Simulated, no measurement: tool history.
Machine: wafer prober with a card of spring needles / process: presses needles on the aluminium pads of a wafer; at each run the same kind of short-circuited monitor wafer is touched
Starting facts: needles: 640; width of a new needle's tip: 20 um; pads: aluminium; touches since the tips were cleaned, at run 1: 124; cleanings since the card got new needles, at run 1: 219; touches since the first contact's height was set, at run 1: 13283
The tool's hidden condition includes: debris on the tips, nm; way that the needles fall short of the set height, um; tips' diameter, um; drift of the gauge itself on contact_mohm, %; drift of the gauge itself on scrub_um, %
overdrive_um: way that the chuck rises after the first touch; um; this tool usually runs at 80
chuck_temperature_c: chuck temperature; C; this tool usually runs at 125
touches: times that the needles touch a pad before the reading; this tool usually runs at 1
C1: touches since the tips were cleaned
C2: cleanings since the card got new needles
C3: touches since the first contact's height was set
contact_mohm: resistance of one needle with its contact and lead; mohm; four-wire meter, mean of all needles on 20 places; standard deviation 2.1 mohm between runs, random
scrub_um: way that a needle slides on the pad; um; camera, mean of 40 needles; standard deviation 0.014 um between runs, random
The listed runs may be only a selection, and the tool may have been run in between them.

{"run": 1, "hour": 0.0, "overdrive_um": 80, "chuck_temperature_c": 125, "touches": 1, "C1": 124, "C2": 219, "C3": 13283, "contact_mohm": 228, "scrub_um": 14.68}
{"hour": 7.7, "done": "tips cleaned on abrasive film"}
{"hour": 15.4, "done": "tips cleaned on abrasive film"}
{"hour": 24.9, "done": "tips cleaned on abrasive film"}
{"hour": 34.5, "done": "tips cleaned on abrasive film"}
{"hour": 46.5, "done": "card fitted with new needles"}
{"hour": 54.2, "done": "tips cleaned on abrasive film"}
{"hour": 61.9, "done": "tips cleaned on abrasive film"}
{"hour": 71.0, "done": "tips cleaned on abrasive film"}
{"run": 2, "hour": 71.0, "overdrive_um": 80, "chuck_temperature_c": 50, "touches": 1, "C1": 0, "C2": 3, "C3": 12017, "contact_mohm": 212, "scrub_um": 14.73}
{"hour": 78.7, "done": "tips cleaned on abrasive film"}
{"hour": 86.4, "done": "tips cleaned on abrasive film"}
{"hour": 94.1, "done": "tips cleaned on abrasive film"}
{"run": 3, "hour": 100.5, "overdrive_um": 77, "chuck_temperature_c": 125, "touches": 1, "C1": 3198, "C2": 6, "C3": 26495, "contact_mohm": 226, "scrub_um": 14.17}
{"hour": 102.5, "done": "tips cleaned on abrasive film"}
{"hour": 112.1, "done": "tips cleaned on abrasive film"}
{"hour": 119.8, "done": "tips cleaned on abrasive film"}
{"hour": 129.4, "done": "tips cleaned on abrasive film"}
{"hour": 138.9, "done": "tips cleaned on abrasive film"}
{"hour": 146.6, "done": "tips cleaned on abrasive film"}
{"hour": 156.2, "done": "tips cleaned on abrasive film"}
{"run": 4, "hour": 157.8, "overdrive_um": 80, "chuck_temperature_c": 125, "touches": 1, "C1": 795, "C2": 13, "C3": 54550, "contact_mohm": 226, "scrub_um": 14.74}
{"hour": 165.5, "done": "tips cleaned on abrasive film"}
{"hour": 175.1, "done": "tips cleaned on abrasive film"}
{"hour": 184.6, "done": "tips cleaned on abrasive film"}
{"hour": 194.2, "done": "tips cleaned on abrasive film"}
{"hour": 201.9, "done": "tips cleaned on abrasive film"}
{"hour": 211.5, "done": "tips cleaned on abrasive film"}
{"run": 5, "hour": 217.2, "overdrive_um": 73, "chuck_temperature_c": 125, "touches": 1, "C1": 2857, "C2": 19, "C3": 83725, "contact_mohm": 229, "scrub_um": 13.47}
{"hour": 219.2, "done": "tips cleaned on abrasive film"}
{"hour": 226.9, "done": "tips cleaned on abrasive film"}
{"hour": 234.8, "done": "height of the first contact set anew"}
{"hour": 236.8, "done": "tips cleaned on abrasive film"}
{"hour": 246.4, "done": "tips cleaned on abrasive film"}
{"hour": 254.1, "done": "tips cleaned on abrasive film"}
{"hour": 263.0, "done": "tips cleaned on abrasive film"}
{"run": 6, "hour": 263.0, "overdrive_um": 80, "chuck_temperature_c": 125, "touches": 1, "C1": 0, "C2": 25, "C3": 13789, "contact_mohm": 228, "scrub_um": 14.74}
{"hour": 272.6, "done": "tips cleaned on abrasive film"}
{"hour": 280.3, "done": "tips cleaned on abrasive film"}
{"hour": 289.8, "done": "tips cleaned on abrasive film"}
{"hour": 297.5, "done": "tips cleaned on abrasive film"}
{"hour": 307.1, "done": "tips cleaned on abrasive film"}
{"hour": 314.8, "done": "tips cleaned on abrasive film"}
{"hour": 324.4, "done": "tips cleaned on abrasive film"}
{"run": 7, "hour": 324.6, "overdrive_um": 96, "chuck_temperature_c": 66, "touches": 2, "C1": 119, "C2": 32, "C3": 43985, "contact_mohm": 213, "scrub_um": 17.71}
{"hour": 332.3, "done": "tips cleaned on abrasive film"}
{"hour": 340.0, "done": "tips cleaned on abrasive film"}
{"hour": 349.5, "done": "tips cleaned on abrasive film"}
{"hour": 359.1, "done": "tips cleaned on abrasive film"}
{"run": 8, "hour": 364.0, "overdrive_um": 91, "chuck_temperature_c": 125, "touches": 3, "C1": 2402, "C2": 36, "C3": 63310, "contact_mohm": 229, "scrub_um": 16.79}
{"hour": 367.8, "done": "tips cleaned on abrasive film"}
{"hour": 377.4, "done": "tips cleaned on abrasive film"}
{"hour": 387.0, "done": "tips cleaned on abrasive film"}
{"run": 9, "hour": 390.9, "overdrive_um": 86, "chuck_temperature_c": 50, "touches": 1, "C1": 1946, "C2": 39, "C3": 76535, "contact_mohm": 209, "scrub_um": 15.85}
{"hour": 394.8, "done": "tips cleaned on abrasive film"}
{"hour": 404.4, "done": "tips cleaned on abrasive film"}
{"hour": 412.1, "done": "tips cleaned on abrasive film"}
{"hour": 421.7, "done": "tips cleaned on abrasive film"}
{"hour": 423.9, "done": "height of the first contact set anew"}
{"hour": 431.5, "done": "tips cleaned on abrasive film"}
{"hour": 439.2, "done": "tips cleaned on abrasive film"}
{"hour": 448.8, "done": "tips cleaned on abrasive film"}
{"run": 10, "hour": 452.2, "overdrive_um": 81, "chuck_temperature_c": 33, "touches": 2, "C1": 1679, "C2": 46, "C3": 13898, "contact_mohm": 202, "scrub_um": 14.99}
{"hour": 458.0, "done": "tips cleaned on abrasive film"}
{"hour": 467.5, "done": "tips cleaned on abrasive film"}
{"hour": 477.1, "done": "tips cleaned on abrasive film"}
{"hour": 486.7, "done": "tips cleaned on abrasive film"}
{"hour": 496.3, "done": "tips cleaned on abrasive film"}
{"run": 11, "hour": 502.3, "overdrive_um": 96, "chuck_temperature_c": 108, "touches": 2, "C1": 3014, "C2": 51, "C3": 38531, "contact_mohm": 223, "scrub_um": 17.77}
{"hour": 504.3, "done": "tips cleaned on abrasive film"}
{"hour": 512.0, "done": "tips cleaned on abrasive film"}
{"hour": 521.6, "done": "tips cleaned on abrasive film"}
{"hour": 531.2, "done": "tips cleaned on abrasive film"}
{"hour": 538.9, "done": "tips cleaned on abrasive film"}
{"hour": 546.5, "done": "tips cleaned on abrasive film"}
{"hour": 554.2, "done": "tips cleaned on abrasive film"}
{"run": 12, "hour": 561.1, "overdrive_um": 68, "chuck_temperature_c": 76, "touches": 1, "C1": 3425, "C2": 58, "C3": 67336, "contact_mohm": 220, "scrub_um": 12.56}

Across each entry between runs, compare the hidden state at the last listed run before it with the hidden state at the first listed run after it:
After run 1, before run 2: tips cleaned on abrasive film (hour 7.7); tips cleaned on abrasive film (hour 15.4); tips cleaned on abrasive film (hour 24.9); tips cleaned on abrasive film (hour 34.5); card fitted with new needles (hour 46.5); tips cleaned on abrasive film (hour 54.2); tips cleaned on abrasive film (hour 61.9); tips cleaned on abrasive film (hour 71.0)
  way that the needles fall short of the set height, um: 0 -> 0.01; tips' diameter, um: 20.13 -> 20; drift of the gauge itself on scrub_um, %: 0 -> 0.07
  what was measured, less what the result would be without the hidden state, scrub_um: +0.00 -> +0.01 um
After run 2, before run 3: tips cleaned on abrasive film (hour 78.7); tips cleaned on abrasive film (hour 86.4); tips cleaned on abrasive film (hour 94.1)
  debris on the tips, nm: 0.3 -> 2.6; drift of the gauge itself on scrub_um, %: 0.07 -> 0.11
  what was measured, less what the result would be without the hidden state, scrub_um: +0.01 -> +0.01 um
After run 3, before run 4: tips cleaned on abrasive film (hour 102.5); tips cleaned on abrasive film (hour 112.1); tips cleaned on abrasive film (hour 119.8); tips cleaned on abrasive film (hour 129.4); tips cleaned on abrasive film (hour 138.9); tips cleaned on abrasive film (hour 146.6); tips cleaned on abrasive film (hour 156.2)
  debris on the tips, nm: 2.6 -> 0.9; way that the needles fall short of the set height, um: 0.01 -> 0.02; tips' diameter, um: 20 -> 20.01; drift of the gauge itself on scrub_um, %: 0.11 -> 0.18
  what was measured, less what the result would be without the hidden state, scrub_um: +0.01 -> +0.02 um
After run 4, before run 5: tips cleaned on abrasive film (hour 165.5); tips cleaned on abrasive film (hour 175.1); tips cleaned on abrasive film (hour 184.6); tips cleaned on abrasive film (hour 194.2); tips cleaned on abrasive film (hour 201.9); tips cleaned on abrasive film (hour 211.5)
  debris on the tips, nm: 0.9 -> 2.3; way that the needles fall short of the set height, um: 0.02 -> 0.03; drift of the gauge itself on scrub_um, %: 0.18 -> 0.25
  what was measured, less what the result would be without the hidden state, scrub_um: +0.02 -> +0.03 um
After run 5, before run 6: tips cleaned on abrasive film (hour 219.2); tips cleaned on abrasive film (hour 226.9); height of the first contact set anew (hour 234.8); tips cleaned on abrasive film (hour 236.8); tips cleaned on abrasive film (hour 246.4); tips cleaned on abrasive film (hour 254.1); tips cleaned on abrasive film (hour 263.0)
  debris on the tips, nm: 2.3 -> 0.3; way that the needles fall short of the set height, um: 0.03 -> 0.01; tips' diameter, um: 20.01 -> 20.02; drift of the gauge itself on scrub_um, %: 0.25 -> 0.31
  what was measured, less what the result would be without the hidden state, scrub_um: +0.03 -> +0.05 um
After run 6, before run 7: tips cleaned on abrasive film (hour 272.6); tips cleaned on abrasive film (hour 280.3); tips cleaned on abrasive film (hour 289.8); tips cleaned on abrasive film (hour 297.5); tips cleaned on abrasive film (hour 307.1); tips cleaned on abrasive film (hour 314.8); tips cleaned on abrasive film (hour 324.4)
  way that the needles fall short of the set height, um: 0.01 -> 0.02; drift of the gauge itself on scrub_um, %: 0.31 -> 0.38
  what was measured, less what the result would be without the hidden state, scrub_um: +0.05 -> +0.06 um
After run 7, before run 8: tips cleaned on abrasive film (hour 332.3); tips cleaned on abrasive film (hour 340.0); tips cleaned on abrasive film (hour 349.5); tips cleaned on abrasive film (hour 359.1)
  debris on the tips, nm: 0.3 -> 2.1; way that the needles fall short of the set height, um: 0.02 -> 0.03; drift of the gauge itself on scrub_um, %: 0.38 -> 0.43
  what was measured, less what the result would be without the hidden state, scrub_um: +0.06 -> +0.07 um
After run 8, before run 9: tips cleaned on abrasive film (hour 367.8); tips cleaned on abrasive film (hour 377.4); tips cleaned on abrasive film (hour 387.0)
  drift of the gauge itself on scrub_um, %: 0.43 -> 0.46
  what was measured, less what the result would be without the hidden state, scrub_um: +0.07 -> +0.06 um
After run 9, before run 10: tips cleaned on abrasive film (hour 394.8); tips cleaned on abrasive film (hour 404.4); tips cleaned on abrasive film (hour 412.1); tips cleaned on abrasive film (hour 421.7); height of the first contact set anew (hour 423.9); tips cleaned on abrasive film (hour 431.5); tips cleaned on abrasive film (hour 439.2); tips cleaned on abrasive film (hour 448.8)
  debris on the tips, nm: 2.1 -> 1.5; way that the needles fall short of the set height, um: 0.03 -> 0; tips' diameter, um: 20.02 -> 20.03; drift of the gauge itself on scrub_um, %: 0.46 -> 0.54
  what was measured, less what the result would be without the hidden state, scrub_um: +0.06 -> +0.08 um
After run 10, before run 11: tips cleaned on abrasive film (hour 458.0); tips cleaned on abrasive film (hour 467.5); tips cleaned on abrasive film (hour 477.1); tips cleaned on abrasive film (hour 486.7); tips cleaned on abrasive film (hour 496.3)
  debris on the tips, nm: 1.5 -> 2.5; way that the needles fall short of the set height, um: 0 -> 0.01; drift of the gauge itself on scrub_um, %: 0.54 -> 0.6
  what was measured, less what the result would be without the hidden state, scrub_um: +0.08 -> +0.11 um
After run 11, before run 12: tips cleaned on abrasive film (hour 504.3); tips cleaned on abrasive film (hour 512.0); tips cleaned on abrasive film (hour 521.6); tips cleaned on abrasive film (hour 531.2); tips cleaned on abrasive film (hour 538.9); tips cleaned on abrasive film (hour 546.5); tips cleaned on abrasive film (hour 554.2)
  debris on the tips, nm: 2.5 -> 2.7; way that the needles fall short of the set height, um: 0.01 -> 0.03; tips' diameter, um: 20.03 -> 20.04; drift of the gauge itself on scrub_um, %: 0.6 -> 0.67
  what was measured, less what the result would be without the hidden state, scrub_um: +0.11 -> +0.07 um

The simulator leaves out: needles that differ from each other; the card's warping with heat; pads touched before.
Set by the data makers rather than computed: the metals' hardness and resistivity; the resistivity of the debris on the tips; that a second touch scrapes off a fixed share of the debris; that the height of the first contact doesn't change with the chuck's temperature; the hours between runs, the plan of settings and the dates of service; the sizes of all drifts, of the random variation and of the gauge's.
